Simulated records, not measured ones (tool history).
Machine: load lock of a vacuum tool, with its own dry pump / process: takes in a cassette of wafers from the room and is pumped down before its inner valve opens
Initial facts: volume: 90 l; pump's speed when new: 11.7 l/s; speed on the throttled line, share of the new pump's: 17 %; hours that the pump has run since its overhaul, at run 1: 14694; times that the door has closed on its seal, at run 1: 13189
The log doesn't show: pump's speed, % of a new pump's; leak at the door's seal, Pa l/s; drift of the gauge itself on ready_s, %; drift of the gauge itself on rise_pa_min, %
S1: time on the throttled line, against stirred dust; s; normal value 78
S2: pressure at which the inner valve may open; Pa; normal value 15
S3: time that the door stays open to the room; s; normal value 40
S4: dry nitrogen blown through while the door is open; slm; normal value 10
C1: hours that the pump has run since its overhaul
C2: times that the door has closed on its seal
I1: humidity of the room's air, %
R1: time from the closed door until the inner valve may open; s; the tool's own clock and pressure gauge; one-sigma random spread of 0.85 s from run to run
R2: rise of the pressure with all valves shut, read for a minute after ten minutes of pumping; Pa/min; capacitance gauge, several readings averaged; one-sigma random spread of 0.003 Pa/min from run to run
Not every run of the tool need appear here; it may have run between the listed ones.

{"run": 1, "hour": 0.0, "S1": 78, "S2": 15, "S3": 40, "S4": 10, "C1": 14694, "C2": 13189, "I1": 44.1, "R1": 142.8, "R2": 0.06}
{"run": 2, "hour": 418.1, "S1": 78, "S2": 15, "S3": 143, "S4": 10, "C1": 15112, "C2": 13876, "I1": 45.5, "R1": 143.4, "R2": 0.087}
{"run": 3, "hour": 917.3, "S1": 78, "S2": 15, "S3": 40, "S4": 10, "C1": 15611, "C2": 14698, "I1": 46, "R1": 143.4, "R2": 0.069}
{"run": 4, "hour": 1311.4, "S1": 78, "S2": 12, "S3": 40, "S4": 10, "C1": 16005, "C2": 15346, "I1": 42.7, "R1": 147, "R2": 0.069}
{"run": 5, "hour": 1897.8, "S1": 78, "S2": 15, "S3": 40, "S4": 10, "C1": 16592, "C2": 16311, "I1": 46.1, "R1": 142.4, "R2": 0.073}
{"run": 6, "hour": 2455.1, "S1": 78, "S2": 15, "S3": 40, "S4": 10, "C1": 17149, "C2": 17228, "I1": 44.8, "R1": 143.8, "R2": 0.077}
{"run": 7, "hour": 3156.8, "S1": 78, "S2": 15, "S3": 40, "S4": 10, "C1": 17851, "C2": 18382, "I1": 46.4, "R1": 143.9, "R2": 0.093}
{"hour": 3303.4, "done": "dry pump taken out, an overhauled one fitted"}
{"run": 8, "hour": 3655.8, "S1": 63, "S2": 15, "S3": 40, "S4": 10, "C1": 352, "C2": 19193, "I1": 47.9, "R1": 121.3, "R2": 0.089}
{"run": 9, "hour": 4112.5, "S1": 63, "S2": 15, "S3": 40, "S4": 10, "C1": 809, "C2": 19945, "I1": 41.9, "R1": 122.1, "R2": 0.098}
{"run": 10, "hour": 4787.2, "S1": 145, "S2": 15, "S3": 40, "S4": 10, "C1": 1484, "C2": 21055, "I1": 47.8, "R1": 189.8, "R2": 0.1}
{"run": 11, "hour": 5246.2, "S1": 145, "S2": 15, "S3": 40, "S4": 10, "C1": 1943, "C2": 21810, "I1": 46.5, "R1": 188.7, "R2": 0.106}
{"run": 12, "hour": 5922.8, "S1": 145, "S2": 15, "S3": 40, "S4": 10, "C1": 2619, "C2": 22923, "I1": 44.4, "R1": 189.3, "R2": 0.108}
{"run": 13, "hour": 6624.8, "S1": 145, "S2": 15, "S3": 40, "S4": 10, "C1": 3321, "C2": 24078, "I1": 43.9, "R1": 191.9, "R2": 0.116}
{"run": 14, "hour": 7258.1, "S1": 78, "S2": 15, "S3": 40, "S4": 18, "C1": 3955, "C2": 25120, "I1": 44.2, "R1": 135.3, "R2": 0.115}
{"run": 15, "hour": 7980.4, "S1": 78, "S2": 15, "S3": 40, "S4": 18, "C1": 4677, "C2": 26309, "I1": 43, "R1": 135.5, "R2": 0.13}
{"run": 16, "hour": 8628.4, "S1": 43, "S2": 15, "S3": 40, "S4": 41, "C1": 5325, "C2": 27375, "I1": 46.9, "R1": 106.8, "R2": 0.12}
{"run": 17, "hour": 9151.4, "S1": 43, "S2": 15, "S3": 46, "S4": 11, "C1": 5848, "C2": 28235, "I1": 46.7, "R1": 107.6, "R2": 0.15}
{"run": 18, "hour": 9474.4, "S1": 43, "S2": 15, "S3": 46, "S4": 11, "C1": 6171, "C2": 28766, "I1": 47.1, "R1": 108.4, "R2": 0.155}
{"run": 19, "hour": 9803.1, "S1": 132, "S2": 15, "S3": 221, "S4": 6, "C1": 6500, "C2": 29307, "I1": 43.9, "R1": 181, "R2": 0.202}
{"run": 20, "hour": 10500.7, "S1": 78, "S2": 25, "S3": 40, "S4": 9, "C1": 7197, "C2": 30455, "I1": 47.1, "R1": 133.9, "R2": 0.163}
{"run": 21, "hour": 11125.1, "S1": 154, "S2": 11, "S3": 31, "S4": 7, "C1": 7822, "C2": 31482, "I1": 42.8, "R1": 202.5, "R2": 0.163}
{"run": 22, "hour": 11540.6, "S1": 98, "S2": 11, "S3": 42, "S4": 7, "C1": 8237, "C2": 32166, "I1": 42.5, "R1": 157.4, "R2": 0.173}
{"run": 23, "hour": 12175.4, "S1": 98, "S2": 11, "S3": 42, "S4": 7, "C1": 8872, "C2": 33210, "I1": 46.8, "R1": 159, "R2": 0.181}
{"run": 24, "hour": 12785.9, "S1": 98, "S2": 11, "S3": 42, "S4": 7, "C1": 9483, "C2": 34215, "I1": 43.1, "R1": 159.2, "R2": 0.189}
{"run": 25, "hour": 13266.9, "S1": 60, "S2": 14, "S3": 40, "S4": 10, "C1": 9964, "C2": 35006, "I1": 47.4, "R1": 126.4, "R2": 0.185}
{"run": 26, "hour": 13807.4, "S1": 95, "S2": 15, "S3": 40, "S4": 10, "C1": 10504, "C2": 35895, "I1": 45.4, "R1": 153.9, "R2": 0.193}

Below, each run's measurement less what the same run would have read without the hidden state. Both values contain the same run-to-run variation, but the gauge's scatter may not be the same in both:
run=1 R1=+9.4 R2=+0.04
run=2 R1=+9.7 R2=+0.044
run=3 R1=+10 R2=+0.048
run=4 R1=+10.9 R2=+0.051
run=5 R1=+10.6 R2=+0.054
run=6 R1=+11.2 R2=+0.06
run=7 R1=+11.6 R2=+0.066
run=8 R1=+0.4 R2=+0.071
run=9 R1=+0.7 R2=+0.075
run=10 R1=+0.8 R2=+0.08
run=11 R1=+1 R2=+0.083
run=12 R1=+1.3 R2=+0.091
run=13 R1=+1.6 R2=+0.096
run=14 R1=+2.3 R2=+0.101
run=15 R1=+2.8 R2=+0.111
run=16 R1=+3.4 R2=+0.115
run=17 R1=+3.9 R2=+0.123
run=18 R1=+4 R2=+0.126
run=19 R1=+3.2 R2=+0.13
run=20 R1=+4 R2=+0.141
run=21 R1=+3.8 R2=+0.145
run=22 R1=+4.9 R2=+0.15
run=23 R1=+5.3 R2=+0.157
run=24 R1=+5.7 R2=+0.165
run=25 R1=+6.5 R2=+0.167
run=26 R1=+6.1 R2=+0.176
